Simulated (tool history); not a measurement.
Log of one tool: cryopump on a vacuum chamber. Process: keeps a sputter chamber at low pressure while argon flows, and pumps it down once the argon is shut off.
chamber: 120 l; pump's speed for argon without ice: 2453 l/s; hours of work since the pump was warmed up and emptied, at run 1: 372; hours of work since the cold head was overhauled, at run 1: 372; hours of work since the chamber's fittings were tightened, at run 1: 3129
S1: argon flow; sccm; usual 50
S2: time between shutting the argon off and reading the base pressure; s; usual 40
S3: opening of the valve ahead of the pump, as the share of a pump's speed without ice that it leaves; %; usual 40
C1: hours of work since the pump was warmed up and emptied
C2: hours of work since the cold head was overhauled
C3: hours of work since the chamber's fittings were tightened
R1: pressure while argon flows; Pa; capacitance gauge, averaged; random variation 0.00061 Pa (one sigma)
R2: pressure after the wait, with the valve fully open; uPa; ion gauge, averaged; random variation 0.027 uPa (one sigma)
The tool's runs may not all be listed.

run 1 hour=0.0 | S1=50 S2=40 S3=40 | C1=372 C2=372 C3=3129 | R1=0.0923 R2=1.46
run 2 hour=16.2 | S1=50 S2=40 S3=40 | C1=381 C2=381 C3=3138 | R1=0.0934 R2=1.53
run 3 hour=39.3 | S1=50 S2=40 S3=40 | C1=394 C2=394 C3=3151 | R1=0.0934 R2=1.54
run 4 hour=51.1 | S1=50 S2=40 S3=40 | C1=401 C2=401 C3=3158 | R1=0.0924 R2=1.53
run 5 hour=63.3 | S1=50 S2=40 S3=40 | C1=408 C2=408 C3=3165 | R1=0.0943 R2=1.57
run 6 hour=79.2 | S1=50 S2=116 S3=40 | C1=417 C2=417 C3=3174 | R1=0.0943 R2=0.82
run 7 hour=89.0 | S1=50 S2=71 S3=40 | C1=423 C2=423 C3=3180 | R1=0.0943 R2=1.04
run 8 hour=102.7 | S1=50 S2=40 S3=40 | C1=431 C2=431 C3=3188 | R1=0.0935 R2=1.52
run 9 hour=120.8 | S1=90 S2=40 S3=40 | C1=441 C2=441 C3=3198 | R1=0.1690 R2=1.57
run 10 hour=135.0 | S1=50 S2=40 S3=41 | C1=449 C2=449 C3=3206 | R1=0.0928 R2=1.52
run 11 hour=155.4 | S1=36 S2=40 S3=40 | C1=461 C2=461 C3=3218 | R1=0.0685 R2=1.63
run 12 hour=172.9 | S1=36 S2=40 S3=40 | C1=471 C2=471 C3=3228 | R1=0.0688 R2=1.55
run 13 hour=189.3 | S1=36 S2=40 S3=40 | C1=481 C2=481 C3=3238 | R1=0.0692 R2=1.55
run 14 hour=205.5 | S1=50 S2=40 S3=23 | C1=490 C2=490 C3=3247 | R1=0.1589 R2=1.55
run 15 hour=226.0 | S1=50 S2=40 S3=23 | C1=502 C2=502 C3=3259 | R1=0.1593 R2=1.62
run 16 hour=239.9 | S1=50 S2=40 S3=23 | C1=510 C2=510 C3=3267 | R1=0.1583 R2=1.59
run 17 hour=251.4 | S1=50 S2=40 S3=40 | C1=516 C2=516 C3=3273 | R1=0.0964 R2=1.56
run 18 hour=269.4 | S1=42 S2=70 S3=40 | C1=527 C2=527 C3=3284 | R1=0.0825 R2=1.12
run 19 hour=289.3 | S1=69 S2=215 S3=28 | C1=538 C2=538 C3=3295 | R1=0.1849 R2=0.71
run 20 hour=308.6 | S1=69 S2=215 S3=28 | C1=549 C2=549 C3=3306 | R1=0.1864 R2=0.71
run 21 hour=324.9 | S1=69 S2=215 S3=28 | C1=559 C2=559 C3=3316 | R1=0.1860 R2=0.72
run 22 hour=339.9 | S1=51 S2=87 S3=31 | C1=567 C2=567 C3=3324 | R1=0.1249 R2=1.03
run 23 hour=363.4 | S1=51 S2=87 S3=31 | C1=581 C2=581 C3=3338 | R1=0.1264 R2=0.99
run 24 hour=387.6 | S1=67 S2=59 S3=40 | C1=595 C2=595 C3=3352 | R1=0.1319 R2=1.27
run 25 hour=409.4 | S1=54 S2=59 S3=40 | C1=607 C2=607 C3=3364 | R1=0.1065 R2=1.24
run 26 hour=422.2 | S1=54 S2=69 S3=40 | C1=615 C2=615 C3=3372 | R1=0.1078 R2=1.15
run 27 hour=441.3 | S1=54 S2=69 S3=40 | C1=626 C2=626 C3=3383 | R1=0.1070 R2=1.11
run 28 hour=460.3 | S1=44 S2=98 S3=46 | C1=637 C2=637 C3=3394 | R1=0.0773 R2=0.99
run 29 hour=473.4 | S1=44 S2=98 S3=46 | C1=644 C2=644 C3=3401 | R1=0.0780 R2=0.98
run 30 hour=489.3 | S1=44 S2=98 S3=46 | C1=653 C2=653 C3=3410 | R1=0.0780 R2=0.95
-- hour=507.5 leaking fittings of the chamber tightened, without venting
run 31 hour=513.3 | S1=44 S2=98 S3=46 | C1=666 C2=666 C3=3 | R1=0.0789 R2=0.64
-- hour=522.6 pump warmed up, emptied and cooled again
run 32 hour=540.1 | S1=50 S2=161 S3=40 | C1=10 C2=679 C3=16 | R1=0.0870 R2=0.37
run 33 hour=559.8 | S1=50 S2=161 S3=40 | C1=21 C2=690 C3=27 | R1=0.0867 R2=0.41
run 34 hour=581.6 | S1=36 S2=212 S3=40 | C1=34 C2=702 C3=40 | R1=0.0635 R2=0.34

4 ways to go on from here, each from the tool as it stands after run 34. What would each give?
run A hour=601.2 | S1=50 S2=20 S3=56 | C1=45 C2=714 C3=51 | R1=? R2=?
run B hour=601.2 | S1=36 S2=212 S3=35 | C1=45 C2=714 C3=51 | R1=? R2=?
run C hour=601.2 | S1=26 S2=21 S3=19 | C1=45 C2=714 C3=51 | R1=? R2=?
run D hour=601.2 | S1=33 S2=40 S3=23 | C1=45 C2=714 C3=51 | R1=? R2=?

run=A R1=0.0624 R2=2.30
run=B R1=0.0702 R2=0.37
run=C R1=0.0954 R2=2.19
run=D R1=0.0991 R2=1.24
Without the tool's hidden state the same runs would have given:
run=A R1=0.0615 R2=2.28
run=B R1=0.0696 R2=0.35
run=C R1=0.0949 R2=2.18
run=D R1=0.0985 R2=1.23

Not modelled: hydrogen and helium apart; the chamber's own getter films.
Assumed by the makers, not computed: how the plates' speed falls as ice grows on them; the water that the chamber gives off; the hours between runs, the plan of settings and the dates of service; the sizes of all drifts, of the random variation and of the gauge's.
